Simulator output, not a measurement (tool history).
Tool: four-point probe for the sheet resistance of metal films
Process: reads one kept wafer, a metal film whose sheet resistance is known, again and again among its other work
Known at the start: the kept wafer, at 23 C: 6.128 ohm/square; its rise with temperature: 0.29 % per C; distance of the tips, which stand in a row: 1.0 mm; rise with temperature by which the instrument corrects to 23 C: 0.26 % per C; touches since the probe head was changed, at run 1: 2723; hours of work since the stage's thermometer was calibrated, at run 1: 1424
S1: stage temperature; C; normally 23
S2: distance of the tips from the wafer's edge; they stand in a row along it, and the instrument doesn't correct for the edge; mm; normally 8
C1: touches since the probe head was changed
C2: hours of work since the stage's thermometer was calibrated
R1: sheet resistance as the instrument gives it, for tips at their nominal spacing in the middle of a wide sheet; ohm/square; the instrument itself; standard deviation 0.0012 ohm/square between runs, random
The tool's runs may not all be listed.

| run | hour | S1 | S2 | C1 | C2 | R1 |
|---|---|---|---|---|---|---|
| 1 | 0.0 | 23 | 8 | 2723 | 1424 | 6.199948 |
| 2 | 19.7 | 23 | 8 | 3094 | 1440 | 6.198697 |
| 3 | 41.9 | 23 | 8 | 3511 | 1457 | 6.201292 |
| 4 | 53.1 | 23 | 8 | 3723 | 1466 | 6.197829 |
| 5 | 74.4 | 23 | 8 | 4122 | 1482 | 6.201009 |
| 6 | 90.4 | 23 | 8 | 4424 | 1495 | 6.199032 |
| 7 | 112.2 | 23 | 8 | 4835 | 1512 | 6.198518 |
| 8 | 128.4 | 23 | 25 | 5139 | 1524 | 6.154996 |
| 9 | 150.7 | 23 | 25 | 5558 | 1542 | 6.154968 |
| 10 | 168.4 | 23 | 8 | 5892 | 1556 | 6.197060 |
| 11 | 178.1 | 23 | 8 | 6075 | 1563 | 6.200272 |
| 12 | 200.5 | 23 | 8 | 6496 | 1581 | 6.199545 |
| 13 | 219.1 | 25 | 5 | 6847 | 1595 | 6.281551 |

Run 14 has not been measured yet. What should we expect?
|  | 220.8 | stage's thermometer calibrated |
| 14 | 231.7 | 20 | 8 | 7075 | 9 | ? |

R1: 6.196946 ohm/square
On a tool with no hidden condition, and with the same random variation, this run would have come out at R1 6.175989 ohm/square.
